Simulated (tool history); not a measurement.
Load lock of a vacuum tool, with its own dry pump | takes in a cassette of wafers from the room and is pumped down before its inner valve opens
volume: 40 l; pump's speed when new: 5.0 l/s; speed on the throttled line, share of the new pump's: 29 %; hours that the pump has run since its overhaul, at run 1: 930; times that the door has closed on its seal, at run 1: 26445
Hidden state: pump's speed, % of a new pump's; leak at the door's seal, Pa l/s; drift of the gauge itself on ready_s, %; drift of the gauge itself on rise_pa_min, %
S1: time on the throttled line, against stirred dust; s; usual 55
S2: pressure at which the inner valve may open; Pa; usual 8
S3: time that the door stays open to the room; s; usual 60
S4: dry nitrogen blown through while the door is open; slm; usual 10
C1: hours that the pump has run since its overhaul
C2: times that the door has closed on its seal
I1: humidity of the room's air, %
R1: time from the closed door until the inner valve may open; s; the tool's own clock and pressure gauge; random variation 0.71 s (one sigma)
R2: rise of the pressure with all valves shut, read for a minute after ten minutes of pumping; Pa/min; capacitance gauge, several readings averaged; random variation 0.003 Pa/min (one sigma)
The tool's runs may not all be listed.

Run 1, hour 0: usual settings; C1 930; C2 26445; I1 40.4. Result: R1 116.1 s, R2 0.083 Pa/min.
Run 2, hour 153.6: usual settings; C1 1084; C2 27097; I1 48.5. Result: R1 117.5 s, R2 0.098 Pa/min.
Run 3, hour 406.2: usual settings; C1 1336; C2 28170; I1 43.8. Result: R1 117.2 s, R2 0.094 Pa/min.
Run 4, hour 522.5: usual settings but S1 38 s; C1 1453; C2 28664; I1 43.7. Result: R1 106.2 s, R2 0.088 Pa/min.
Run 5, hour 752.9: usual settings but S1 38 s; C1 1683; C2 29642; I1 47.4. Result: R1 103.7 s, R2 0.098 Pa/min.
Run 6, hour 875.5: usual settings but S1 110 s; C1 1806; C2 30162; I1 45.1. Result: R1 155.9 s, R2 0.099 Pa/min.
Run 7, hour 1076.6: usual settings but S1 110 s; C1 2007; C2 31016; I1 41.9. Result: R1 156.4 s, R2 0.095 Pa/min.
Run 8, hour 1302.8: usual settings but S1 110 s; C1 2233; C2 31976; I1 43.5. Result: R1 155.1 s, R2 0.104 Pa/min.
Run 9, hour 1439.5: usual settings but S1 110 s; C1 2370; C2 32556; I1 44.8. Result: R1 157.4 s, R2 0.103 Pa/min.
Run 10, hour 1642.3: usual settings but S1 110 s; C1 2572; C2 33417; I1 47.8. Result: R1 157.3 s, R2 0.113 Pa/min.
Run 11, hour 1853.9: usual settings but S1 110 s, S3 131 s, S4 31 slm; C1 2784; C2 34316; I1 46.2. Result: R1 157 s, R2 0.115 Pa/min.
Run 12, hour 2058.4: usual settings but S4 21 slm; C1 2989; C2 35184; I1 44.5. Result: R1 118 s, R2 0.105 Pa/min.
Run 13, hour 2201.9: usual settings but S3 90 s, S4 6 slm; C1 3132; C2 35793; I1 46.3. Result: R1 118.6 s, R2 0.139 Pa/min.
Run 14, hour 2409.5: usual settings but S2 15 Pa; C1 3340; C2 36675; I1 43.8. Result: R1 113 s, R2 0.115 Pa/min.
Run 15, hour 2635.8: usual settings but S2 15 Pa; C1 3566; C2 37636; I1 44.8. Result: R1 112.4 s, R2 0.124 Pa/min.
Run 16, hour 2820.1: usual settings but S2 15 Pa, S4 42 slm; C1 3750; C2 38418; I1 48.4. Result: R1 112.6 s, R2 0.116 Pa/min.
Run 17, hour 2944.9: usual settings but S2 15 Pa, S4 42 slm; C1 3875; C2 38948; I1 48. Result: R1 112.4 s, R2 0.106 Pa/min.

Measured less the same run without the tool's hidden state. The same run-to-run variation is in both; the gauge's scatter may not be:
run    R1      R2
  1  +1.4  +0.042
  2  +1.5  +0.044
  3  +1.6  +0.047
  4  +1.8  +0.047
  5  +1.8   +0.05
  6  +1.3  +0.051
  7  +1.4  +0.054
  8  +1.3  +0.056
  9  +1.4  +0.059
 10  +1.5  +0.061
 11  +1.6  +0.063
 12  +2.1  +0.065
 13  +2.4  +0.068
 14  +2.3  +0.071
 15  +2.4  +0.073
 16  +2.5  +0.075
 17  +2.5  +0.076

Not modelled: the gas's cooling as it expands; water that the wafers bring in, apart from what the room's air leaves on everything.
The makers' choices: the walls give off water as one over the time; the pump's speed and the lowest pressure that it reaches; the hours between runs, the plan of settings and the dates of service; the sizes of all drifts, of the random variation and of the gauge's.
